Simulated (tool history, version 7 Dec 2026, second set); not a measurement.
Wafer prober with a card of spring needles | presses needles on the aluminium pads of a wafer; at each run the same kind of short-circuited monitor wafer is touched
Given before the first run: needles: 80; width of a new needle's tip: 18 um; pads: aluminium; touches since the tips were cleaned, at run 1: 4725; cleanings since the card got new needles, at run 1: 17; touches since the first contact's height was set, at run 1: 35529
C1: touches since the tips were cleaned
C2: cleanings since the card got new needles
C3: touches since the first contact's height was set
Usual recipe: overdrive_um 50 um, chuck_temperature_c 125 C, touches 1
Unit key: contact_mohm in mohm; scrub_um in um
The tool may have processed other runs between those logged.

{"run": 1, "hour": 0.0, "overdrive_um": 50, "chuck_temperature_c": 125, "touches": 1, "C1": 4725, "C2": 17, "C3": 35529, "contact_mohm": 403, "scrub_um": 7.92}
{"run": 2, "hour": 6.4, "overdrive_um": 50, "chuck_temperature_c": 125, "touches": 1, "C1": 8133, "C2": 17, "C3": 38937, "contact_mohm": 445, "scrub_um": 7.922}
{"hour": 8.2, "done": "tips cleaned on abrasive film"}
{"run": 3, "hour": 17.0, "overdrive_um": 50, "chuck_temperature_c": 125, "touches": 1, "C1": 4690, "C2": 18, "C3": 44495, "contact_mohm": 409, "scrub_um": 7.926}
{"hour": 25.0, "done": "tips cleaned on abrasive film"}
{"run": 4, "hour": 25.5, "overdrive_um": 50, "chuck_temperature_c": 125, "touches": 1, "C1": 251, "C2": 19, "C3": 48945, "contact_mohm": 272, "scrub_um": 7.899}
{"run": 5, "hour": 30.9, "overdrive_um": 50, "chuck_temperature_c": 125, "touches": 2, "C1": 3147, "C2": 19, "C3": 51841, "contact_mohm": 320, "scrub_um": 7.904}
{"run": 6, "hour": 41.5, "overdrive_um": 50, "chuck_temperature_c": 56, "touches": 2, "C1": 8770, "C2": 19, "C3": 57464, "contact_mohm": 368, "scrub_um": 7.913}
{"hour": 42.6, "done": "tips cleaned on abrasive film"}
{"run": 7, "hour": 50.4, "overdrive_um": 50, "chuck_temperature_c": 56, "touches": 2, "C1": 4142, "C2": 20, "C3": 62123, "contact_mohm": 330, "scrub_um": 7.908}
{"hour": 59.4, "done": "tips cleaned on abrasive film"}
{"run": 8, "hour": 59.6, "overdrive_um": 50, "chuck_temperature_c": 125, "touches": 1, "C1": 135, "C2": 21, "C3": 66944, "contact_mohm": 278, "scrub_um": 7.883}
{"run": 9, "hour": 65.1, "overdrive_um": 41, "chuck_temperature_c": 125, "touches": 1, "C1": 3053, "C2": 21, "C3": 69862, "contact_mohm": 423, "scrub_um": 6.453}
{"run": 10, "hour": 74.3, "overdrive_um": 50, "chuck_temperature_c": 125, "touches": 1, "C1": 7939, "C2": 21, "C3": 74748, "contact_mohm": 436, "scrub_um": 7.882}
{"hour": 76.2, "done": "tips cleaned on abrasive film"}
{"run": 11, "hour": 81.9, "overdrive_um": 50, "chuck_temperature_c": 125, "touches": 1, "C1": 3048, "C2": 22, "C3": 78730, "contact_mohm": 371, "scrub_um": 7.868}
{"hour": 92.9, "done": "tips cleaned on abrasive film"}
{"run": 12, "hour": 92.9, "overdrive_um": 50, "chuck_temperature_c": 125, "touches": 1, "C1": 0, "C2": 23, "C3": 84496, "contact_mohm": 267, "scrub_um": 7.867}
{"run": 13, "hour": 103.0, "overdrive_um": 50, "chuck_temperature_c": 125, "touches": 1, "C1": 5391, "C2": 23, "C3": 89887, "contact_mohm": 421, "scrub_um": 7.867}
{"hour": 110.1, "done": "tips cleaned on abrasive film"}
{"run": 14, "hour": 111.4, "overdrive_um": 50, "chuck_temperature_c": 125, "touches": 1, "C1": 718, "C2": 24, "C3": 94272, "contact_mohm": 300, "scrub_um": 7.851}
{"run": 15, "hour": 120.5, "overdrive_um": 50, "chuck_temperature_c": 125, "touches": 1, "C1": 5546, "C2": 24, "C3": 99100, "contact_mohm": 430, "scrub_um": 7.835}
{"hour": 127.0, "done": "tips cleaned on abrasive film"}
{"run": 16, "hour": 132.5, "overdrive_um": 50, "chuck_temperature_c": 125, "touches": 1, "C1": 2917, "C2": 25, "C3": 105416, "contact_mohm": 376, "scrub_um": 7.829}
{"hour": 144.0, "done": "tips cleaned on abrasive film"}
{"run": 17, "hour": 144.9, "overdrive_um": 50, "chuck_temperature_c": 125, "touches": 1, "C1": 484, "C2": 26, "C3": 111927, "contact_mohm": 285, "scrub_um": 7.823}
{"run": 18, "hour": 154.2, "overdrive_um": 50, "chuck_temperature_c": 125, "touches": 1, "C1": 5415, "C2": 26, "C3": 116858, "contact_mohm": 422, "scrub_um": 7.825}
{"hour": 161.1, "done": "tips cleaned on abrasive film"}
{"run": 19, "hour": 161.1, "overdrive_um": 50, "chuck_temperature_c": 125, "touches": 1, "C1": 0, "C2": 27, "C3": 120473, "contact_mohm": 278, "scrub_um": 7.82}
{"run": 20, "hour": 168.7, "overdrive_um": 36, "chuck_temperature_c": 103, "touches": 2, "C1": 4062, "C2": 27, "C3": 124535, "contact_mohm": 430, "scrub_um": 5.587}
{"hour": 178.1, "done": "tips cleaned on abrasive film"}
{"run": 21, "hour": 179.5, "overdrive_um": 36, "chuck_temperature_c": 103, "touches": 2, "C1": 709, "C2": 28, "C3": 130164, "contact_mohm": 312, "scrub_um": 5.576}
{"run": 22, "hour": 184.7, "overdrive_um": 32, "chuck_temperature_c": 103, "touches": 3, "C1": 3490, "C2": 28, "C3": 132945, "contact_mohm": 380, "scrub_um": 4.922}
{"hour": 195.2, "done": "tips cleaned on abrasive film"}
{"run": 23, "hour": 195.4, "overdrive_um": 50, "chuck_temperature_c": 114, "touches": 2, "C1": 79, "C2": 29, "C3": 138569, "contact_mohm": 268, "scrub_um": 7.791}
{"run": 24, "hour": 201.1, "overdrive_um": 50, "chuck_temperature_c": 125, "touches": 3, "C1": 3086, "C2": 29, "C3": 141576, "contact_mohm": 302, "scrub_um": 7.79}
{"run": 25, "hour": 207.9, "overdrive_um": 50, "chuck_temperature_c": 125, "touches": 3, "C1": 6713, "C2": 29, "C3": 145203, "contact_mohm": 322, "scrub_um": 7.797}
{"hour": 209.1, "done": "height of the first contact set anew"}
{"hour": 212.8, "done": "tips cleaned on abrasive film"}
{"run": 26, "hour": 216.5, "overdrive_um": 67, "chuck_temperature_c": 42, "touches": 1, "C1": 1964, "C2": 30, "C3": 3911, "contact_mohm": 298, "scrub_um": 10.648}
{"run": 27, "hour": 223.1, "overdrive_um": 59, "chuck_temperature_c": 35, "touches": 2, "C1": 5453, "C2": 30, "C3": 7400, "contact_mohm": 313, "scrub_um": 9.375}
{"run": 28, "hour": 229.3, "overdrive_um": 59, "chuck_temperature_c": 35, "touches": 2, "C1": 8734, "C2": 30, "C3": 10681, "contact_mohm": 328, "scrub_um": 9.384}
{"hour": 230.0, "done": "tips cleaned on abrasive film"}
{"run": 29, "hour": 235.8, "overdrive_um": 59, "chuck_temperature_c": 35, "touches": 2, "C1": 3087, "C2": 31, "C3": 14085, "contact_mohm": 291, "scrub_um": 9.358}
{"run": 30, "hour": 242.8, "overdrive_um": 59, "chuck_temperature_c": 35, "touches": 2, "C1": 6791, "C2": 31, "C3": 17789, "contact_mohm": 323, "scrub_um": 9.364}
{"hour": 247.8, "done": "tips cleaned on abrasive film"}
{"run": 31, "hour": 253.1, "overdrive_um": 59, "chuck_temperature_c": 35, "touches": 2, "C1": 2815, "C2": 32, "C3": 23221, "contact_mohm": 293, "scrub_um": 9.349}
{"run": 32, "hour": 259.6, "overdrive_um": 41, "chuck_temperature_c": 43, "touches": 1, "C1": 6271, "C2": 32, "C3": 26677, "contact_mohm": 537, "scrub_um": 6.504}
{"hour": 265.1, "done": "tips cleaned on abrasive film"}
{"run": 33, "hour": 269.7, "overdrive_um": 50, "chuck_temperature_c": 61, "touches": 1, "C1": 2459, "C2": 33, "C3": 31965, "contact_mohm": 349, "scrub_um": 7.909}
{"hour": 282.0, "done": "tips cleaned on abrasive film"}
{"run": 34, "hour": 282.1, "overdrive_um": 50, "chuck_temperature_c": 61, "touches": 1, "C1": 84, "C2": 34, "C3": 38503, "contact_mohm": 262, "scrub_um": 7.903}
{"run": 35, "hour": 293.6, "overdrive_um": 50, "chuck_temperature_c": 61, "touches": 1, "C1": 6191, "C2": 34, "C3": 44610, "contact_mohm": 441, "scrub_um": 7.897}

Selected run-to-run steps in contact_mohm, each split into two signed amounts: the part the tool would show with no hidden state at all (from settings, incoming material and random variation), and the remainder, which goes to the hidden state together with any gauge scatter not common to the measured and the hidden-state-free results:
The hidden state here: debris on the tips, nm; way that the needles fall short of the set height, um; tips' diameter, um; drift of the gauge itself on contact_mohm, %; drift of the gauge itself on scrub_um, %.
Run 31 -> 32: overdrive_um 59 -> 41, chuck_temperature_c 35 -> 43, touches 2 -> 1. contact_mohm +244 mohm: hidden state +233, all else +11.
Run 32 -> 33: overdrive_um 41 -> 50, chuck_temperature_c 43 -> 61, tips cleaned on abrasive film. contact_mohm -188 mohm: hidden state -186, all else -2.
Run 34 -> 35: settings left as they were, no log entry in between. contact_mohm +179 mohm: hidden state +175, all else +4.

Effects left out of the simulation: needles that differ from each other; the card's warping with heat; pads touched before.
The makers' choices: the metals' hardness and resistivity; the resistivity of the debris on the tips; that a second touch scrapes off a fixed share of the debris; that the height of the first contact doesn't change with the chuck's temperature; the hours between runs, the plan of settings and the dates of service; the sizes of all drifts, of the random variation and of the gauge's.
